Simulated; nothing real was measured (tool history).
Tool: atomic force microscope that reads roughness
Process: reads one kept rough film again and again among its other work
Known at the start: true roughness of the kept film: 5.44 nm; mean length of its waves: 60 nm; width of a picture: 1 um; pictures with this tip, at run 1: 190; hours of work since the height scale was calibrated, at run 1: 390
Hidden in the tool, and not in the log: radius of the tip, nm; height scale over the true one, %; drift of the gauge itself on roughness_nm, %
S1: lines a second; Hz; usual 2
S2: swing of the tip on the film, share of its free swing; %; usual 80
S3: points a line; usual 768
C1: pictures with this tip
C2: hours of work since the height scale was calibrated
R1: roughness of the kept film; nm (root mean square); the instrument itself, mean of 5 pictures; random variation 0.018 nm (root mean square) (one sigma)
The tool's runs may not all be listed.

{"run": 1, "day": 0.0, "S1": 2, "S2": 80, "S3": 768, "C1": 190, "C2": 390, "R1": 3.873}
{"run": 2, "day": 1.829, "S1": 2, "S2": 80, "S3": 768, "C1": 298, "C2": 425, "R1": 3.697}
{"day": 2.225, "done": "new tip fitted"}
{"run": 3, "day": 3.9, "S1": 2, "S2": 80, "S3": 418, "C1": 99, "C2": 464, "R1": 4.047}
{"run": 4, "day": 5.833, "S1": 2, "S2": 80, "S3": 418, "C1": 214, "C2": 500, "R1": 3.826}
{"day": 7.621, "done": "new tip fitted"}
{"run": 5, "day": 8.338, "S1": 2, "S2": 80, "S3": 768, "C1": 43, "C2": 548, "R1": 4.135}
{"run": 6, "day": 10.004, "S1": 2, "S2": 80, "S3": 768, "C1": 141, "C2": 579, "R1": 3.941}
{"run": 7, "day": 12.271, "S1": 2, "S2": 80, "S3": 768, "C1": 275, "C2": 622, "R1": 3.702}
{"day": 13.1, "done": "new tip fitted"}
{"run": 8, "day": 15.45, "S1": 2, "S2": 80, "S3": 768, "C1": 139, "C2": 682, "R1": 3.943}
{"run": 9, "day": 18.379, "S1": 2, "S2": 80, "S3": 311, "C1": 312, "C2": 738, "R1": 3.631}
{"day": 18.671, "done": "new tip fitted"}
{"run": 10, "day": 20.971, "S1": 2, "S2": 80, "S3": 311, "C1": 136, "C2": 787, "R1": 3.918}
{"day": 24.117, "done": "new tip fitted"}
{"run": 11, "day": 24.117, "S1": 0.79, "S2": 80, "S3": 311, "C1": 0, "C2": 846, "R1": 4.73}
{"run": 12, "day": 26.196, "S1": 0.79, "S2": 80, "S3": 311, "C1": 122, "C2": 886, "R1": 4.489}
{"run": 13, "day": 28.246, "S1": 2, "S2": 80, "S3": 292, "C1": 244, "C2": 925, "R1": 3.753}
{"day": 29.571, "done": "new tip fitted"}
{"run": 14, "day": 29.9, "S1": 2, "S2": 80, "S3": 768, "C1": 20, "C2": 956, "R1": 4.183}
{"run": 15, "day": 32.592, "S1": 2, "S2": 80, "S3": 768, "C1": 179, "C2": 1007, "R1": 3.861}
{"day": 35.071, "done": "new tip fitted"}
{"run": 16, "day": 35.288, "S1": 2, "S2": 71, "S3": 334, "C1": 13, "C2": 1058, "R1": 4.492}
{"run": 17, "day": 38.429, "S1": 1.56, "S2": 60, "S3": 307, "C1": 199, "C2": 1117, "R1": 4.452}
{"day": 40.529, "done": "new tip fitted"}
{"run": 18, "day": 41.667, "S1": 1.12, "S2": 80, "S3": 288, "C1": 67, "C2": 1178, "R1": 4.373}
{"run": 19, "day": 44.267, "S1": 2, "S2": 60, "S3": 506, "C1": 221, "C2": 1228, "R1": 4.303}
{"day": 44.446, "done": "height scale calibrated on a step standard"}
{"day": 46.0, "done": "new tip fitted"}
{"run": 20, "day": 46.567, "S1": 2, "S2": 87, "S3": 466, "C1": 34, "C2": 40, "R1": 3.795}
{"run": 21, "day": 49.129, "S1": 0.75, "S2": 58, "S3": 503, "C1": 185, "C2": 89, "R1": 4.517}
{"run": 22, "day": 50.542, "S1": 0.75, "S2": 58, "S3": 503, "C1": 269, "C2": 115, "R1": 4.384}
{"day": 51.492, "done": "new tip fitted"}
{"run": 23, "day": 52.125, "S1": 1.5, "S2": 80, "S3": 647, "C1": 37, "C2": 145, "R1": 4.223}
{"run": 24, "day": 54.646, "S1": 3.11, "S2": 69, "S3": 620, "C1": 186, "C2": 193, "R1": 3.924}
{"day": 55.767, "done": "height scale calibrated on a step standard, once more"}
{"day": 56.979, "done": "new tip fitted"}
{"run": 25, "day": 57.442, "S1": 1.17, "S2": 72, "S3": 768, "C1": 27, "C2": 31, "R1": 4.733}
{"run": 26, "day": 60.225, "S1": 2.55, "S2": 69, "S3": 311, "C1": 192, "C2": 84, "R1": 4.123}
{"day": 62.433, "done": "new tip fitted"}
{"run": 27, "day": 63.004, "S1": 0.51, "S2": 76, "S3": 583, "C1": 34, "C2": 137, "R1": 4.87}
{"run": 28, "day": 64.896, "S1": 2.46, "S2": 73, "S3": 632, "C1": 146, "C2": 173, "R1": 4.079}
{"run": 29, "day": 67.679, "S1": 0.93, "S2": 81, "S3": 299, "C1": 311, "C2": 225, "R1": 4.081}
{"day": 67.917, "done": "new tip fitted"}
{"run": 30, "day": 69.325, "S1": 0.86, "S2": 76, "S3": 967, "C1": 83, "C2": 256, "R1": 4.569}

5 ways to go on from here, each from the tool as it stands after run 30. What would each give?
{"run": "A", "day": 71.908, "S1": 1.63, "S2": 66, "S3": 967, "C1": 236, "C2": 305, "R1": "?"}
{"run": "B", "day": 71.908, "S1": 1.21, "S2": 59, "S3": 426, "C1": 236, "C2": 305, "R1": "?"}
{"run": "C", "day": 71.908, "S1": 0.61, "S2": 86, "S3": 554, "C1": 236, "C2": 305, "R1": "?"}
{"run": "D", "day": 71.908, "S1": 0.86, "S2": 87, "S3": 967, "C1": 236, "C2": 305, "R1": "?"}
{"run": "E", "day": 71.908, "S1": 0.86, "S2": 66, "S3": 601, "C1": 236, "C2": 305, "R1": "?"}

run=A R1=4.307
run=B R1=4.462
run=C R1=4.276
run=D R1=4.102
run=E R1=4.429
Without the tool's hidden state the same runs would have given:
run=A R1=4.843
run=B R1=5.019
run=C R1=4.807
run=D R1=4.612
run=E R1=4.98

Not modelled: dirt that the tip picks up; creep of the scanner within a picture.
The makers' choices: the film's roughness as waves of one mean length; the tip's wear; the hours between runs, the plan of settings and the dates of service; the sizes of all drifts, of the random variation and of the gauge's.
